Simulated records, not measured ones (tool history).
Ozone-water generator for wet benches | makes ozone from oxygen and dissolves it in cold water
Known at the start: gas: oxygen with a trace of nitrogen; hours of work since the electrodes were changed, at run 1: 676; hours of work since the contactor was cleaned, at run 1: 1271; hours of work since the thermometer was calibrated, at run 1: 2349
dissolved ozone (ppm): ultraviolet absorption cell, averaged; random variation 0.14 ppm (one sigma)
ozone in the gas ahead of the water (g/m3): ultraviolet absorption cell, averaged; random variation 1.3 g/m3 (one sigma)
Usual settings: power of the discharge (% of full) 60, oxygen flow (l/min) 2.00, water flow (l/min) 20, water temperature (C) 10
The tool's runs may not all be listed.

run,hour,power of the discharge (% of full),oxygen flow (l/min),water flow (l/min),water temperature (C),hours of work since the electrodes were changed,hours of work since the contactor was cleaned,hours of work since the thermometer was calibrated,dissolved ozone (ppm),ozone in the gas ahead of the water (g/m3)
1,0.0,60,2.00,20,10,676,1271,2349,16.7,249.7
2,21.2,60,2.00,20,10,692,1287,2366,16.7,250.4
3,56.5,60,2.00,20,10,719,1314,2393,17.0,251.2
4,89.5,60,2.00,20,10,745,1340,2418,16.8,251.5
5,122.4,60,2.00,20,10,770,1365,2443,16.7,252.3
6,153.3,60,2.00,20,10,794,1389,2467,16.6,252.1
7,186.3,60,2.00,20,10,819,1414,2493,16.6,252.0
8,210.1,60,2.00,20,10,838,1433,2511,16.8,252.0
9,230.8,60,2.00,20,8,853,1448,2527,16.8,250.8
10,247.9,60,2.00,30,8,867,1462,2540,10.6,250.6
11,267.5,60,2.00,30,8,882,1477,2555,10.7,251.6
12,292.2,60,2.00,30,8,901,1496,2574,10.7,253.4
13,323.1,60,2.00,30,8,924,1519,2598,10.7,252.5
14,350.9,89,1.13,30,8,946,1541,2619,10.7,424.7
15,381.1,89,1.13,30,8,969,1564,2642,10.5,427.5
16,405.9,60,1.11,20,10,988,1583,2662,13.4,342.5
17,439.7,60,2.40,20,10,1014,1609,2688,17.4,230.9
18,465.5,60,2.40,20,10,1034,1629,2707,17.7,233.7
19,488.8,99,3.16,20,5,1052,1647,2725,26.8,274.7
20,524.9,60,2.00,22,12,1080,1675,2753,14.8,256.4
21,558.3,43,1.53,21,8,1105,1700,2779,11.9,238.0
22,582.8,60,2.06,20,10,1124,1719,2798,16.9,254.1
23,611.4,60,2.18,20,10,1146,1741,2820,17.3,245.9
24,632.2,61,1.08,20,15,1162,1757,2836,13.3,350.6
# hour 647.5: gauge calibrated
25,662.3,61,1.08,20,15,1185,1780,2859,13.0,341.4

Forecast each of these 3 alternatives for the next run:
A,691.5,69,1.08,16,7,1208,1803,2881,?,?
B,691.5,60,2.00,15,16,1208,1803,2881,?,?
C,691.5,88,2.41,20,10,1208,1803,2881,?,?

run,dissolved ozone (ppm),ozone in the gas ahead of the water (g/m3)
A,19.0,370.5
B,21.0,248.5
C,22.2,285.7
Without the tool's hidden state the same runs would have given:
run,dissolved ozone (ppm),ozone in the gas ahead of the water (g/m3)
A,19.0,370.0
B,21.0,248.1
C,22.2,285.3

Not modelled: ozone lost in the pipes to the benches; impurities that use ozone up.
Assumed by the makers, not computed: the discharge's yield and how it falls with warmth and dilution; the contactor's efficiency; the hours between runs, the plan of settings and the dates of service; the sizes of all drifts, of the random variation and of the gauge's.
